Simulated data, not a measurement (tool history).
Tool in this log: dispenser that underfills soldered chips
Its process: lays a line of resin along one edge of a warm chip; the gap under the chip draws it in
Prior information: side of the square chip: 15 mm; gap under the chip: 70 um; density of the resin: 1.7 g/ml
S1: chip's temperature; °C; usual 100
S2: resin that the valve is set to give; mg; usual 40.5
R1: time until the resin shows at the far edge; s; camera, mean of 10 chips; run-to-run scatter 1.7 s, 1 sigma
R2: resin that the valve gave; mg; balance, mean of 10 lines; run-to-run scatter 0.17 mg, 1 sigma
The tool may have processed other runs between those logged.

{"run": 1, "hour": 0.0, "S1": 100, "S2": 40.5, "R1": 182.2, "R2": 37.12}
{"run": 2, "hour": 5.7, "S1": 100, "S2": 36.4, "R1": 219.1, "R2": 33.26}
{"hour": 8.0, "done": "dispensing valve cleaned and set on the balance"}
{"hour": 8.7, "done": "new syringe of resin"}
{"run": 3, "hour": 13.0, "S1": 100, "S2": 51.1, "R1": 188.4, "R2": 51.13}
{"run": 4, "hour": 17.6, "S1": 100, "S2": 51.1, "R1": 213.8, "R2": 50.88}
{"hour": 19.3, "done": "new syringe of resin"}
{"run": 5, "hour": 22.3, "S1": 100, "S2": 44.8, "R1": 178.7, "R2": 44.37}
{"run": 6, "hour": 26.8, "S1": 105, "S2": 40.5, "R1": 181.2, "R2": 40.13}
{"hour": 29.8, "done": "new syringe of resin"}
{"run": 7, "hour": 31.7, "S1": 105, "S2": 40.5, "R1": 148.9, "R2": 40.03}
{"run": 8, "hour": 35.0, "S1": 105, "S2": 40.5, "R1": 167.1, "R2": 39.79}
{"run": 9, "hour": 38.7, "S1": 105, "S2": 35.5, "R1": 192, "R2": 34.82}
{"hour": 40.3, "done": "new syringe of resin"}
{"run": 10, "hour": 42.8, "S1": 100, "S2": 40.5, "R1": 177.1, "R2": 39.74}
{"run": 11, "hour": 46.0, "S1": 100, "S2": 40.5, "R1": 191.2, "R2": 39.8}
{"run": 12, "hour": 48.7, "S1": 100, "S2": 40.5, "R1": 212, "R2": 39.74}
{"hour": 50.8, "done": "new syringe of resin"}
{"run": 13, "hour": 53.7, "S1": 100, "S2": 40.5, "R1": 184.2, "R2": 39.91}
{"run": 14, "hour": 58.6, "S1": 100, "S2": 40.5, "R1": 211.4, "R2": 39.77}
{"hour": 61.5, "done": "new syringe of resin"}
{"run": 15, "hour": 63.4, "S1": 100, "S2": 39.1, "R1": 175, "R2": 38.12}
{"run": 16, "hour": 69.0, "S1": 100, "S2": 39.1, "R1": 204.9, "R2": 38.1}
{"hour": 72.3, "done": "new syringe of resin"}
{"run": 17, "hour": 73.8, "S1": 100, "S2": 39.1, "R1": 176.7, "R2": 37.96}
{"run": 18, "hour": 79.0, "S1": 100, "S2": 39.1, "R1": 206.2, "R2": 37.77}
{"hour": 82.7, "done": "new syringe of resin"}
{"run": 19, "hour": 84.2, "S1": 101, "S2": 38.2, "R1": 168.3, "R2": 36.71}
{"run": 20, "hour": 90.1, "S1": 90, "S2": 35.2, "R1": 284.1, "R2": 34.21}
{"hour": 93.3, "done": "new syringe of resin"}
{"run": 21, "hour": 95.4, "S1": 107, "S2": 41.3, "R1": 147.3, "R2": 39.94}
{"run": 22, "hour": 100.1, "S1": 100, "S2": 38.9, "R1": 205, "R2": 37.56}
{"hour": 104.0, "done": "new syringe of resin"}
{"run": 23, "hour": 104.3, "S1": 100, "S2": 36.4, "R1": 169.9, "R2": 34.67}
{"run": 24, "hour": 109.4, "S1": 100, "S2": 36.4, "R1": 201.4, "R2": 34.62}
{"run": 25, "hour": 113.3, "S1": 96, "S2": 36, "R1": 249.4, "R2": 34.14}
{"hour": 114.4, "done": "new syringe of resin"}
{"run": 26, "hour": 118.8, "S1": 89, "S2": 36.1, "R1": 267.9, "R2": 34.2}
{"run": 27, "hour": 124.0, "S1": 102, "S2": 48.9, "R1": 201.9, "R2": 46.3}
{"hour": 124.8, "done": "new syringe of resin"}
{"run": 28, "hour": 128.4, "S1": 100, "S2": 48.6, "R1": 179.5, "R2": 45.75}
{"run": 29, "hour": 131.7, "S1": 100, "S2": 48.6, "R1": 200.3, "R2": 45.92}
{"run": 30, "hour": 134.5, "S1": 109, "S2": 44.6, "R1": 171.3, "R2": 41.92}
{"hour": 135.4, "done": "new syringe of resin"}
{"run": 31, "hour": 139.2, "S1": 104, "S2": 43.9, "R1": 164.8, "R2": 41.31}
{"run": 32, "hour": 141.9, "S1": 104, "S2": 43.9, "R1": 180.1, "R2": 41.11}
{"run": 33, "hour": 145.0, "S1": 104, "S2": 43.9, "R1": 194.9, "R2": 40.96}
{"hour": 145.9, "done": "new syringe of resin"}
{"run": 34, "hour": 151.2, "S1": 100, "S2": 42.1, "R1": 193, "R2": 39.22}
{"hour": 156.4, "done": "new syringe of resin"}
{"run": 35, "hour": 157.4, "S1": 86, "S2": 40.5, "R1": 257.8, "R2": 37.82}
{"run": 36, "hour": 160.3, "S1": 86, "S2": 49.1, "R1": 275.7, "R2": 45.43}

Had the tool no unlogged condition, and each run kept its random variation, what would the results have been?
Unlogged tool condition in this case: resin's viscosity, % of fresh resin's; dose that the valve gives, % of what is set; true chip temperature over the reading, C; drift of the gauge itself on fill_s, %; drift of the gauge itself on given_mg, %.
run=1 R1=166.9 R2=40.64
run=2 R1=168.5 R2=36.52
run=3 R1=163.5 R2=51.31
run=4 R1=162.8 R2=51.16
run=5 R1=162.4 R2=44.7
run=6 R1=144.7 R2=40.52
run=7 R1=142.2 R2=40.51
run=8 R1=144.8 R2=40.31
run=9 R1=149.2 R2=35.33
run=10 R1=164.6 R2=40.4
run=11 R1=162 R2=40.52
run=12 R1=166.5 R2=40.5
run=13 R1=167.1 R2=40.77
run=14 R1=166.6 R2=40.73
run=15 R1=166.2 R2=39.12
run=16 R1=165.7 R2=39.2
run=17 R1=166.8 R2=39.13
run=18 R1=167.4 R2=39.03
run=19 R1=160 R2=38.03
run=20 R1=226.5 R2=35.54
run=21 R1=135.9 R2=41.58
run=22 R1=164.7 R2=39.2
run=23 R1=166.5 R2=36.26
run=24 R1=170.3 R2=36.29
run=25 R1=188.4 R2=35.86
run=26 R1=234 R2=36.01
run=27 R1=153.8 R2=48.86
run=28 R1=161.7 R2=48.4
run=29 R1=164 R2=48.65
run=30 R1=129 R2=44.48
run=31 R1=147.9 R2=43.92
run=32 R1=149.5 R2=43.77
run=33 R1=147.8 R2=43.68
run=34 R1=163.4 R2=41.93
run=35 R1=246.7 R2=40.54
run=36 R1=244.4 R2=48.77
